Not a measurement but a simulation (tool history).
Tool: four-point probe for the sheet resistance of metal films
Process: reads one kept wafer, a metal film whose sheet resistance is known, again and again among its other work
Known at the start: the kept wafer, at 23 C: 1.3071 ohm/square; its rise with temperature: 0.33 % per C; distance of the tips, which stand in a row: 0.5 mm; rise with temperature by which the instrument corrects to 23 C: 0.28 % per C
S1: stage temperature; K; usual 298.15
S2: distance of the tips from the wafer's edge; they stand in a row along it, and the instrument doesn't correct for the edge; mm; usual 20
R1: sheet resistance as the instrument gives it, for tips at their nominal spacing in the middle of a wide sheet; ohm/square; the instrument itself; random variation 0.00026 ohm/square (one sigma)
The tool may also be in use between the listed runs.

run   hour      S1  S2        R1
  1    0.0  298.15  20  1.308976
  2   63.2  298.15   7  1.311969
  3  110.4  298.15   7  1.312034
  4  144.1  298.15   7  1.311571
  5  185.4  298.15   7  1.311851
  6  226.4  298.15   7  1.311812
  7  286.0  298.15   7  1.311943
  8  314.3  298.15  20  1.309229
  9  347.9  298.15  21  1.308568
 10  390.4  307.15  20  1.314555
 11  429.4  301.15   7  1.314056
 12  456.8  295.15   3  1.325406
 13  485.4  295.15   3  1.325596
 14  530.2  291.15  20  1.304179
 15  578.5  296.15   4  1.318450
 16  640.8  295.15  20  1.306830
 17  667.8  299.15   4  1.319974
 18  715.1  292.15  61  1.304400
 19  752.1  292.15  61  1.304368

Forecast each of these 3 alternatives for the next run:
  A  808.9  292.15  32   ?
  B  808.9  294.15  20   ?
  C  808.9  299.15   4   ?

run        R1
  A  1.305006
  B  1.306360
  C  1.320118
Without the tool's hidden state the same runs would have given:
run        R1
  A  1.304942
  B  1.306295
  C  1.320053

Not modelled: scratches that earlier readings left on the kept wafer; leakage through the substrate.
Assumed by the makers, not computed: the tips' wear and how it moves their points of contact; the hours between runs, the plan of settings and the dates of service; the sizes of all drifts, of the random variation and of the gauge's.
